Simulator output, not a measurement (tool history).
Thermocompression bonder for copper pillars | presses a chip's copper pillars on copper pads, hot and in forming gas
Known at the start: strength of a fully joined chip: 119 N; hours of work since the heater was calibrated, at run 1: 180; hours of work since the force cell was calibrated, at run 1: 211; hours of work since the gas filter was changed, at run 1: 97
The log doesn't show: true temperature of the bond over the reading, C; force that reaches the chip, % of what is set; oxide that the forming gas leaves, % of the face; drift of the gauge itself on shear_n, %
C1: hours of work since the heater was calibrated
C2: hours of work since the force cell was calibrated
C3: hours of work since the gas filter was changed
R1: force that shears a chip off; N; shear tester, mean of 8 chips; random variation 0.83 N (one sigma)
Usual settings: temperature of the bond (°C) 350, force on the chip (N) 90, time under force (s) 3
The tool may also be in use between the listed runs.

run 1 hour=0.0 | temperature_of_the_bond_(°C)=350 force_on_the_chip_(N)=90 time_under_force_(s)=3 | C1=180 C2=211 C3=97 | R1=77.6
run 2 hour=38.3 | temperature_of_the_bond_(°C)=350 force_on_the_chip_(N)=90 time_under_force_(s)=3 | C1=197 C2=228 C3=114 | R1=79.2
run 3 hour=64.6 | temperature_of_the_bond_(°C)=350 force_on_the_chip_(N)=90 time_under_force_(s)=3 | C1=209 C2=240 C3=126 | R1=79.0
run 4 hour=104.2 | temperature_of_the_bond_(°C)=350 force_on_the_chip_(N)=90 time_under_force_(s)=3 | C1=226 C2=258 C3=144 | R1=78.3
run 5 hour=154.4 | temperature_of_the_bond_(°C)=350 force_on_the_chip_(N)=90 time_under_force_(s)=3 | C1=249 C2=280 C3=166 | R1=77.6
-- hour=160.4 forming gas filter changed
run 6 hour=184.5 | temperature_of_the_bond_(°C)=350 force_on_the_chip_(N)=90 time_under_force_(s)=3 | C1=262 C2=293 C3=11 | R1=79.3
run 7 hour=220.7 | temperature_of_the_bond_(°C)=350 force_on_the_chip_(N)=90 time_under_force_(s)=3 | C1=278 C2=309 C3=27 | R1=78.1
run 8 hour=243.8 | temperature_of_the_bond_(°C)=350 force_on_the_chip_(N)=90 time_under_force_(s)=3 | C1=288 C2=320 C3=37 | R1=78.8
run 9 hour=285.2 | temperature_of_the_bond_(°C)=350 force_on_the_chip_(N)=101 time_under_force_(s)=3 | C1=307 C2=338 C3=56 | R1=82.3
run 10 hour=328.3 | temperature_of_the_bond_(°C)=367 force_on_the_chip_(N)=90 time_under_force_(s)=3 | C1=326 C2=357 C3=75 | R1=88.5
run 11 hour=363.9 | temperature_of_the_bond_(°C)=350 force_on_the_chip_(N)=90 time_under_force_(s)=3 | C1=342 C2=373 C3=91 | R1=78.7
run 12 hour=408.1 | temperature_of_the_bond_(°C)=350 force_on_the_chip_(N)=90 time_under_force_(s)=3 | C1=362 C2=393 C3=111 | R1=79.3
run 13 hour=458.8 | temperature_of_the_bond_(°C)=350 force_on_the_chip_(N)=90 time_under_force_(s)=3 | C1=384 C2=416 C3=133 | R1=77.9
run 14 hour=487.6 | temperature_of_the_bond_(°C)=324 force_on_the_chip_(N)=90 time_under_force_(s)=3 | C1=397 C2=429 C3=146 | R1=60.5
-- hour=536.7 forming gas filter changed
run 15 hour=537.0 | temperature_of_the_bond_(°C)=324 force_on_the_chip_(N)=90 time_under_force_(s)=3 | C1=419 C2=450 C3=0 | R1=61.6
run 16 hour=581.7 | temperature_of_the_bond_(°C)=324 force_on_the_chip_(N)=90 time_under_force_(s)=3 | C1=439 C2=470 C3=20 | R1=59.6
run 17 hour=631.0 | temperature_of_the_bond_(°C)=350 force_on_the_chip_(N)=90 time_under_force_(s)=3 | C1=461 C2=492 C3=42 | R1=78.7
run 18 hour=655.5 | temperature_of_the_bond_(°C)=350 force_on_the_chip_(N)=90 time_under_force_(s)=7 | C1=472 C2=503 C3=53 | R1=97.3
run 19 hour=706.2 | temperature_of_the_bond_(°C)=350 force_on_the_chip_(N)=90 time_under_force_(s)=7 | C1=495 C2=526 C3=76 | R1=95.1
run 20 hour=748.9 | temperature_of_the_bond_(°C)=350 force_on_the_chip_(N)=90 time_under_force_(s)=3 | C1=514 C2=545 C3=95 | R1=79.2
run 21 hour=792.6 | temperature_of_the_bond_(°C)=334 force_on_the_chip_(N)=81 time_under_force_(s)=4 | C1=533 C2=565 C3=114 | R1=70.5
run 22 hour=833.2 | temperature_of_the_bond_(°C)=350 force_on_the_chip_(N)=90 time_under_force_(s)=2 | C1=552 C2=583 C3=132 | R1=70.5
run 23 hour=871.1 | temperature_of_the_bond_(°C)=361 force_on_the_chip_(N)=89 time_under_force_(s)=2 | C1=568 C2=600 C3=149 | R1=75.9
-- hour=913.9 forming gas filter changed
run 24 hour=916.5 | temperature_of_the_bond_(°C)=323 force_on_the_chip_(N)=61 time_under_force_(s)=7 | C1=588 C2=620 C3=1 | R1=63.6
run 25 hour=954.3 | temperature_of_the_bond_(°C)=325 force_on_the_chip_(N)=90 time_under_force_(s)=2 | C1=605 C2=637 C3=18 | R1=53.7
run 26 hour=980.3 | temperature_of_the_bond_(°C)=370 force_on_the_chip_(N)=69 time_under_force_(s)=2 | C1=617 C2=648 C3=30 | R1=71.4
run 27 hour=1011.4 | temperature_of_the_bond_(°C)=370 force_on_the_chip_(N)=69 time_under_force_(s)=2 | C1=631 C2=662 C3=44 | R1=70.7
run 28 hour=1044.1 | temperature_of_the_bond_(°C)=370 force_on_the_chip_(N)=69 time_under_force_(s)=2 | C1=645 C2=677 C3=58 | R1=71.6
run 29 hour=1073.8 | temperature_of_the_bond_(°C)=350 force_on_the_chip_(N)=90 time_under_force_(s)=2 | C1=659 C2=690 C3=71 | R1=71.0
run 30 hour=1102.2 | temperature_of_the_bond_(°C)=320 force_on_the_chip_(N)=70 time_under_force_(s)=2 | C1=671 C2=703 C3=84 | R1=41.3
run 31 hour=1151.2 | temperature_of_the_bond_(°C)=361 force_on_the_chip_(N)=69 time_under_force_(s)=3 | C1=693 C2=725 C3=106 | R1=74.1
run 32 hour=1195.7 | temperature_of_the_bond_(°C)=363 force_on_the_chip_(N)=66 time_under_force_(s)=2 | C1=713 C2=744 C3=126 | R1=65.4
run 33 hour=1234.3 | temperature_of_the_bond_(°C)=341 force_on_the_chip_(N)=104 time_under_force_(s)=3 | C1=730 C2=762 C3=143 | R1=77.3
run 34 hour=1273.3 | temperature_of_the_bond_(°C)=341 force_on_the_chip_(N)=104 time_under_force_(s)=3 | C1=748 C2=779 C3=160 | R1=79.3
-- hour=1292.7 forming gas filter changed
run 35 hour=1312.4 | temperature_of_the_bond_(°C)=341 force_on_the_chip_(N)=104 time_under_force_(s)=3 | C1=765 C2=796 C3=9 | R1=78.1
run 36 hour=1355.7 | temperature_of_the_bond_(°C)=341 force_on_the_chip_(N)=104 time_under_force_(s)=3 | C1=784 C2=816 C3=28 | R1=78.5
-- hour=1371.2 heater calibrated with a thermocouple chip
run 37 hour=1407.8 | temperature_of_the_bond_(°C)=349 force_on_the_chip_(N)=107 time_under_force_(s)=3 | C1=16 C2=838 C3=51 | R1=83.6
run 38 hour=1450.6 | temperature_of_the_bond_(°C)=374 force_on_the_chip_(N)=128 time_under_force_(s)=7 | C1=35 C2=857 C3=70 | R1=113.9
run 39 hour=1480.3 | temperature_of_the_bond_(°C)=351 force_on_the_chip_(N)=128 time_under_force_(s)=2 | C1=49 C2=870 C3=83 | R1=85.0

3 ways to go on from here, each from the tool as it stands after run 39. What would each give?
run A hour=1510.9 | temperature_of_the_bond_(°C)=347 force_on_the_chip_(N)=93 time_under_force_(s)=2 | C1=62 C2=884 C3=97 | R1=?
run B hour=1510.9 | temperature_of_the_bond_(°C)=368 force_on_the_chip_(N)=122 time_under_force_(s)=5 | C1=62 C2=884 C3=97 | R1=?
run C hour=1510.9 | temperature_of_the_bond_(°C)=351 force_on_the_chip_(N)=80 time_under_force_(s)=5 | C1=62 C2=884 C3=97 | R1=?

run=A R1=69.2
run=B R1=108.7
run=C R1=87.2
Without the tool's hidden state the same runs would have given:
run=A R1=69.1
run=B R1=108.8
run=C R1=87.1
